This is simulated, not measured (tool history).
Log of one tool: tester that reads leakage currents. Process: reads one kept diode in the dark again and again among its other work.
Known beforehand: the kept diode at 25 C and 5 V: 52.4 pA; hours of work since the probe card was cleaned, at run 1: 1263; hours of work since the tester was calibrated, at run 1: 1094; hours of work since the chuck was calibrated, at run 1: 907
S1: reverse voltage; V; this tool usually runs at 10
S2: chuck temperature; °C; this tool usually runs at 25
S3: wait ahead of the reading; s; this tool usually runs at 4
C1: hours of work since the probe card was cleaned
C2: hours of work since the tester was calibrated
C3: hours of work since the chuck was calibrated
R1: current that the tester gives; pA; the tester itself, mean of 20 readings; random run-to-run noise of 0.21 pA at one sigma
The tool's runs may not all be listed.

Run 1, hour 0: usual settings; C1 1263; C2 1094; C3 907. Result: R1 84.08 pA.
Run 2, hour 78.3: usual settings; C1 1324; C2 1156; C3 969. Result: R1 84.76 pA.
Run 3, hour 154.9: usual settings; C1 1385; C2 1216; C3 1029. Result: R1 85.79 pA.
At hour 322: chuck's temperature calibrated.
Run 4, hour 337.7: usual settings but S1 1.3 V; C1 1527; C2 1359; C3 12. Result: R1 43.13 pA.
Run 5, hour 425.1: usual settings but S1 1.3 V; C1 1596; C2 1428; C3 81. Result: R1 43.46 pA.
Run 6, hour 536.3: usual settings but S1 1.3 V; C1 1683; C2 1515; C3 169. Result: R1 43.73 pA.
At hour 653.1: chuck's temperature calibrated, once more.
Run 7, hour 653.1: usual settings but S1 1.3 V; C1 1774; C2 1605; C3 0. Result: R1 33.63 pA.
Run 8, hour 797.1: usual settings but S1 1.3 V; C1 1887; C2 1719; C3 113. Result: R1 34.44 pA.
Run 9, hour 954.8: usual settings; C1 2011; C2 1843; C3 238. Result: R1 79.34 pA.
Run 10, hour 1132.6: usual settings; C1 2151; C2 1983; C3 378. Result: R1 81.48 pA.
Run 11, hour 1297.9: usual settings; C1 2281; C2 2113; C3 508. Result: R1 84.42 pA.
Run 12, hour 1457: usual settings; C1 2406; C2 2238; C3 633. Result: R1 85.49 pA.
Run 13, hour 1539.4: usual settings; C1 2471; C2 2303; C3 698. Result: R1 86.99 pA.
Run 14, hour 1658.7: usual settings; C1 2565; C2 2397; C3 792. Result: R1 88.54 pA.
Run 15, hour 1841.5: usual settings but S1 1.9 V, S2 26 °C, S3 3.43 s; C1 2709; C2 2541; C3 936. Result: R1 48.87 pA.
Run 16, hour 1954.4: usual settings but S1 9.8 V, S3 1.24 s; C1 2798; C2 2630; C3 1025. Result: R1 92.81 pA.
At hour 2117.5: chuck's temperature calibrated.
Run 17, hour 2131.4: usual settings but S1 5.3 V, S2 27 °C, S3 0.72 s; C1 2936; C2 2768; C3 11. Result: R1 72.48 pA.
Run 18, hour 2246.6: usual settings but S1 1.7 V, S2 27 °C, S3 6.39 s; C1 3027; C2 2859; C3 102. Result: R1 45.41 pA.
At hour 2310.6: probe card cleaned and baked.
Run 19, hour 2435.1: usual settings but S1 3.3 V, S2 31 °C, S3 9.12 s; C1 98; C2 3005; C3 248. Result: R1 75.24 pA.

Pick out some run-to-run changes in R1. Of each, how much would a tool without hidden state show as well, from the settings, what came in and chance, and how much is left for the hidden state and any gauge scatter not in both results compared?
Unlogged tool condition in this case: stray current of the dirty probe card, pA a volt; current scale over the true one, %; true chuck temperature over the reading, C; drift of the gauge itself on leakage_pa, %.
Run 8 -> 9: S1 1.3 -> 10. R1 +44.9 pA: hidden state +9.85, all else +35.05.
Run 16 -> 17: S1 9.8 -> 5.3, S2 25 -> 27, S3 1.24 -> 0.72, chuck's temperature calibrated. R1 -20.33 pA: hidden state -15.52, all else -4.81.
